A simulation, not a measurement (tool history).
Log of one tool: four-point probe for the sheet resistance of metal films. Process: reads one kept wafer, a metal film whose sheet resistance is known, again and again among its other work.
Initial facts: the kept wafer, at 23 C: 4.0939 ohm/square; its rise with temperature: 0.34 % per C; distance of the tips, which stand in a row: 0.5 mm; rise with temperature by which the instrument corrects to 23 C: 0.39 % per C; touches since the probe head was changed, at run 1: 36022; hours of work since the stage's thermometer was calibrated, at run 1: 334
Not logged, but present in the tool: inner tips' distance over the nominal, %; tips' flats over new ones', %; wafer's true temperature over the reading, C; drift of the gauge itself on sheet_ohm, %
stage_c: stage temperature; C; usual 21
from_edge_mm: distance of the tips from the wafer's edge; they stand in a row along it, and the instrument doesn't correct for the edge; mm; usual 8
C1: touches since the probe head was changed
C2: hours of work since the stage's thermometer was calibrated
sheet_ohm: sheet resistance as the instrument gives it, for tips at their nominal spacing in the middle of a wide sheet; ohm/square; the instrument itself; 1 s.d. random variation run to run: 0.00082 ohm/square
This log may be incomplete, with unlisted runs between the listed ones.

Run 1, hour 0: usual settings; C1 36022; C2 334. Result: sheet_ohm 4.108295 ohm/square.
Run 2, hour 29.9: usual settings but stage_c 20 C; C1 36811; C2 348. Result: sheet_ohm 4.109569 ohm/square.
Run 3, hour 60.3: usual settings but stage_c 20 C; C1 37614; C2 362. Result: sheet_ohm 4.110602 ohm/square.
Run 4, hour 85.9: usual settings but stage_c 20 C; C1 38290; C2 374. Result: sheet_ohm 4.109585 ohm/square.
Run 5, hour 112.4: usual settings but stage_c 20 C; C1 38988; C2 387. Result: sheet_ohm 4.109964 ohm/square.
Run 6, hour 149.6: usual settings but from_edge_mm 6 mm; C1 39971; C2 404. Result: sheet_ohm 4.11333 ohm/square.
Run 7, hour 171: usual settings but from_edge_mm 6 mm; C1 40535; C2 414. Result: sheet_ohm 4.113265 ohm/square.
Run 8, hour 197.1: usual settings but from_edge_mm 6 mm; C1 41222; C2 426. Result: sheet_ohm 4.112697 ohm/square.
Run 9, hour 235.7: usual settings but from_edge_mm 19 mm; C1 42241; C2 445. Result: sheet_ohm 4.101176 ohm/square.
Run 10, hour 261.1: usual settings but from_edge_mm 19 mm; C1 42912; C2 457. Result: sheet_ohm 4.100178 ohm/square.
Run 11, hour 279.3: usual settings but from_edge_mm 19 mm; C1 43393; C2 465. Result: sheet_ohm 4.099766 ohm/square.
Run 12, hour 300.4: usual settings but from_edge_mm 19 mm; C1 43948; C2 475. Result: sheet_ohm 4.100174 ohm/square.
Run 13, hour 341.1: usual settings but from_edge_mm 19 mm; C1 45023; C2 494. Result: sheet_ohm 4.09919 ohm/square.
Run 14, hour 374.3: usual settings but from_edge_mm 19 mm; C1 45898; C2 510. Result: sheet_ohm 4.099524 ohm/square.
Run 15, hour 408.4: usual settings; C1 46800; C2 526. Result: sheet_ohm 4.105398 ohm/square.
Run 16, hour 438.5: usual settings but from_edge_mm 46 mm; C1 47593; C2 540. Result: sheet_ohm 4.098999 ohm/square.
Run 17, hour 461.3: usual settings but from_edge_mm 46 mm; C1 48194; C2 551. Result: sheet_ohm 4.099384 ohm/square.
Run 18, hour 495.7: usual settings but from_edge_mm 30 mm; C1 49103; C2 567. Result: sheet_ohm 4.099413 ohm/square.
Run 19, hour 536.3: usual settings but from_edge_mm 30 mm; C1 50175; C2 586. Result: sheet_ohm 4.099728 ohm/square.
Run 20, hour 560.2: usual settings but from_edge_mm 30 mm; C1 50804; C2 598. Result: sheet_ohm 4.099697 ohm/square.
Run 21, hour 577: usual settings but stage_c 25 C, from_edge_mm 17 mm; C1 51249; C2 606. Result: sheet_ohm 4.091803 ohm/square.
Run 22, hour 600.9: usual settings but stage_c 32 C, from_edge_mm 11 mm; C1 51880; C2 617. Result: sheet_ohm 4.081746 ohm/square.
Run 23, hour 628.7: usual settings but stage_c 33 C, from_edge_mm 42 mm; C1 52613; C2 630. Result: sheet_ohm 4.073955 ohm/square.
Run 24, hour 651.7: usual settings but stage_c 23 C, from_edge_mm 12 mm; C1 53220; C2 641. Result: sheet_ohm 4.09938 ohm/square.
Run 25, hour 681.9: usual settings but stage_c 20 C, from_edge_mm 17 mm; C1 54017; C2 655. Result: sheet_ohm 4.102287 ohm/square.
Run 26, hour 709.2: usual settings but stage_c 22 C, from_edge_mm 16 mm; C1 54736; C2 668. Result: sheet_ohm 4.098558 ohm/square.
Run 27, hour 733.1: usual settings but stage_c 32 C, from_edge_mm 58 mm; C1 55368; C2 679. Result: sheet_ohm 4.075572 ohm/square.
Run 28, hour 762: usual settings but stage_c 32 C, from_edge_mm 58 mm; C1 56129; C2 693. Result: sheet_ohm 4.076749 ohm/square.
Run 29, hour 786.7: usual settings but stage_c 32 C, from_edge_mm 58 mm; C1 56781; C2 704. Result: sheet_ohm 4.07506 ohm/square.
Run 30, hour 818: usual settings but stage_c 20 C, from_edge_mm 16 mm; C1 57608; C2 719. Result: sheet_ohm 4.10321 ohm/square.
Run 31, hour 852.2: usual settings but stage_c 19 C, from_edge_mm 13 mm; C1 58510; C2 735. Result: sheet_ohm 4.106181 ohm/square.
Run 32, hour 880.8: usual settings but from_edge_mm 18 mm; C1 59265; C2 749. Result: sheet_ohm 4.101171 ohm/square.
Run 33, hour 899.7: usual settings but stage_c 33 C, from_edge_mm 20 mm; C1 59764; C2 758. Result: sheet_ohm 4.076334 ohm/square.
Run 34, hour 933.5: usual settings but stage_c 33 C, from_edge_mm 20 mm; C1 60655; C2 774. Result: sheet_ohm 4.075418 ohm/square.

Run 35, settings as shown, results not yet in. Your forecast:
Run 35, hour 949.9: usual settings but stage_c 30 C; C1 61089; C2 781. Result: sheet_ohm ?.

sheet_ohm: 4.089547 ohm/square
On a tool with no hidden condition, and with the same random variation, this run would have come out at sheet_ohm 4.089054 ohm/square.
